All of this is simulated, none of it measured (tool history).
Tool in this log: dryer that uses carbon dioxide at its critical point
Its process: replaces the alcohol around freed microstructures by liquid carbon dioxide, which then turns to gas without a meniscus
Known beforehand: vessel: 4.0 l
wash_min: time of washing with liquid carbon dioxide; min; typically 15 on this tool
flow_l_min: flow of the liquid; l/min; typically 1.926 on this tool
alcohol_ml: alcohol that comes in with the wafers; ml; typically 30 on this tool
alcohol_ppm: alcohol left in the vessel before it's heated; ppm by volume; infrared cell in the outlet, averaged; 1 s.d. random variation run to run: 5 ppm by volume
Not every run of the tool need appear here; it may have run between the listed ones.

{"run": 1, "hour": 0.0, "wash_min": 15, "flow_l_min": 1.926, "alcohol_ml": 30, "alcohol_ppm": 61}
{"run": 2, "hour": 25.0, "wash_min": 15, "flow_l_min": 1.926, "alcohol_ml": 66, "alcohol_ppm": 94}
{"run": 3, "hour": 78.4, "wash_min": 15, "flow_l_min": 1.926, "alcohol_ml": 66, "alcohol_ppm": 104}
{"run": 4, "hour": 108.1, "wash_min": 15, "flow_l_min": 1.926, "alcohol_ml": 30, "alcohol_ppm": 75}
{"run": 5, "hour": 149.8, "wash_min": 15, "flow_l_min": 1.926, "alcohol_ml": 30, "alcohol_ppm": 83}
{"run": 6, "hour": 202.0, "wash_min": 15, "flow_l_min": 1.926, "alcohol_ml": 30, "alcohol_ppm": 95}
{"hour": 222.8, "done": "inlet filter changed"}
{"run": 7, "hour": 228.5, "wash_min": 15, "flow_l_min": 1.926, "alcohol_ml": 30, "alcohol_ppm": 77}
{"run": 8, "hour": 264.7, "wash_min": 15, "flow_l_min": 1.926, "alcohol_ml": 30, "alcohol_ppm": 83}
{"run": 9, "hour": 296.8, "wash_min": 15, "flow_l_min": 1.926, "alcohol_ml": 30, "alcohol_ppm": 99}
{"run": 10, "hour": 344.3, "wash_min": 15, "flow_l_min": 1.926, "alcohol_ml": 30, "alcohol_ppm": 81}
{"run": 11, "hour": 374.6, "wash_min": 15, "flow_l_min": 1.926, "alcohol_ml": 30, "alcohol_ppm": 104}
{"run": 12, "hour": 401.6, "wash_min": 15, "flow_l_min": 1.926, "alcohol_ml": 30, "alcohol_ppm": 111}
{"run": 13, "hour": 443.0, "wash_min": 15, "flow_l_min": 1.926, "alcohol_ml": 70, "alcohol_ppm": 139}
{"run": 14, "hour": 468.0, "wash_min": 15, "flow_l_min": 1.926, "alcohol_ml": 70, "alcohol_ppm": 145}
{"run": 15, "hour": 509.3, "wash_min": 15, "flow_l_min": 1.926, "alcohol_ml": 70, "alcohol_ppm": 148}
{"run": 16, "hour": 546.5, "wash_min": 22, "flow_l_min": 1.58, "alcohol_ml": 78, "alcohol_ppm": 133}
{"run": 17, "hour": 576.8, "wash_min": 22, "flow_l_min": 1.58, "alcohol_ml": 78, "alcohol_ppm": 140}
{"run": 18, "hour": 599.4, "wash_min": 22, "flow_l_min": 1.58, "alcohol_ml": 78, "alcohol_ppm": 143}
{"run": 19, "hour": 640.6, "wash_min": 11, "flow_l_min": 1.926, "alcohol_ml": 22, "alcohol_ppm": 217}
{"run": 20, "hour": 671.9, "wash_min": 11, "flow_l_min": 1.926, "alcohol_ml": 22, "alcohol_ppm": 224}
{"hour": 693.5, "done": "inlet filter changed"}
{"run": 21, "hour": 698.2, "wash_min": 11, "flow_l_min": 1.926, "alcohol_ml": 21, "alcohol_ppm": 177}
{"run": 22, "hour": 723.9, "wash_min": 11, "flow_l_min": 1.926, "alcohol_ml": 104, "alcohol_ppm": 365}
{"run": 23, "hour": 769.8, "wash_min": 11, "flow_l_min": 1.926, "alcohol_ml": 104, "alcohol_ppm": 386}
{"run": 24, "hour": 803.4, "wash_min": 15, "flow_l_min": 1.41, "alcohol_ml": 30, "alcohol_ppm": 216}
{"run": 25, "hour": 851.8, "wash_min": 23, "flow_l_min": 1.63, "alcohol_ml": 60, "alcohol_ppm": 148}
{"run": 26, "hour": 900.2, "wash_min": 15, "flow_l_min": 1.926, "alcohol_ml": 31, "alcohol_ppm": 166}
{"run": 27, "hour": 929.3, "wash_min": 21, "flow_l_min": 1.926, "alcohol_ml": 42, "alcohol_ppm": 163}
{"run": 28, "hour": 983.1, "wash_min": 15, "flow_l_min": 3.16, "alcohol_ml": 114, "alcohol_ppm": 173}
{"run": 29, "hour": 1025.9, "wash_min": 23, "flow_l_min": 1.48, "alcohol_ml": 30, "alcohol_ppm": 184}

Alternative continuations, all from the tool just after run 29; predict every row:
{"run": "A", "hour": 1063.0, "wash_min": 10, "flow_l_min": 2.18, "alcohol_ml": 61, "alcohol_ppm": "?"}
{"run": "B", "hour": 1063.0, "wash_min": 24, "flow_l_min": 1.48, "alcohol_ml": 30, "alcohol_ppm": "?"}
{"run": "C", "hour": 1063.0, "wash_min": 19, "flow_l_min": 2.75, "alcohol_ml": 64, "alcohol_ppm": "?"}
{"run": "D", "hour": 1063.0, "wash_min": 15, "flow_l_min": 1.93, "alcohol_ml": 30, "alcohol_ppm": "?"}

run=A alcohol_ppm=388
run=B alcohol_ppm=187
run=C alcohol_ppm=188
run=D alcohol_ppm=207
With the hidden condition removed and each run's random variation left untouched, the same runs would have given:
run=A alcohol_ppm=112
run=B alcohol_ppm=3
run=C alcohol_ppm=9
run=D alcohol_ppm=16
